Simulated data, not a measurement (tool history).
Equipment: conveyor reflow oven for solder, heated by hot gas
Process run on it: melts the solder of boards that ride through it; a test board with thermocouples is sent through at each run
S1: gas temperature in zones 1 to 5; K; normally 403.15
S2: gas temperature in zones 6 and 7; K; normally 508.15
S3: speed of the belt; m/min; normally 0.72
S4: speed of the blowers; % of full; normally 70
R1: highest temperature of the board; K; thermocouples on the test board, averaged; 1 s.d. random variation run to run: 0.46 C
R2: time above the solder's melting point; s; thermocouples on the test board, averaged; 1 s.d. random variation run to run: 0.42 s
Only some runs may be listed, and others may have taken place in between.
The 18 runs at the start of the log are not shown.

run   hour      S1      S2     S3  S4      R1    R2
 19  209.3  396.15  518.15  0.761  70  498.25  48.3
 20  222.9  415.15  496.15   0.72  70  482.95  47.3
     238.2  -- belt drive overhauled, speed set with a stopwatch, once more
 21  238.2  415.15  496.15   0.72  70  483.75  46.5
 22  251.7  403.15  512.15   0.72  70  495.45  51.7
 23    265  403.15  508.15  0.817  57  483.45  36.5
 24  274.4  403.15  508.15  0.817  57  482.95  36.3
 25  282.9  395.15  500.15  0.817  77  481.25  33.4
 26  297.7  403.15  504.15  0.655  70  490.45  54.2
 27  304.5  403.15  508.15   0.72  52  486.55  44.3
 28  315.7  403.15  505.15   0.72  52  484.25  41.8
 29  329.8  396.15  508.15  0.802  67  485.35  37.6
 30  343.7  406.15  501.15  0.635  51  484.05  50.9
 31  351.5  406.15  501.15  0.635  51  484.35  50.5

Alternative continuations, all from the tool just after run 31; predict every row:
  A  366.1  406.15  497.15  0.744  88   ?   ?
  B  366.1  399.15  501.15  0.635  53   ?   ?
  C  366.1  403.15  508.15  0.842  70   ?   ?
  D  366.1  403.15  519.15   0.72  89   ?   ?

run      R1    R2
  A  484.85  44.4
  B  483.95  48.3
  C  486.05  37.5
  D  504.85  56.2
Without the tool's hidden state the same runs would have given:
run      R1    R2
  A  487.65    47
  B  486.25  50.8
  C  489.35    40
  D  507.95  57.7
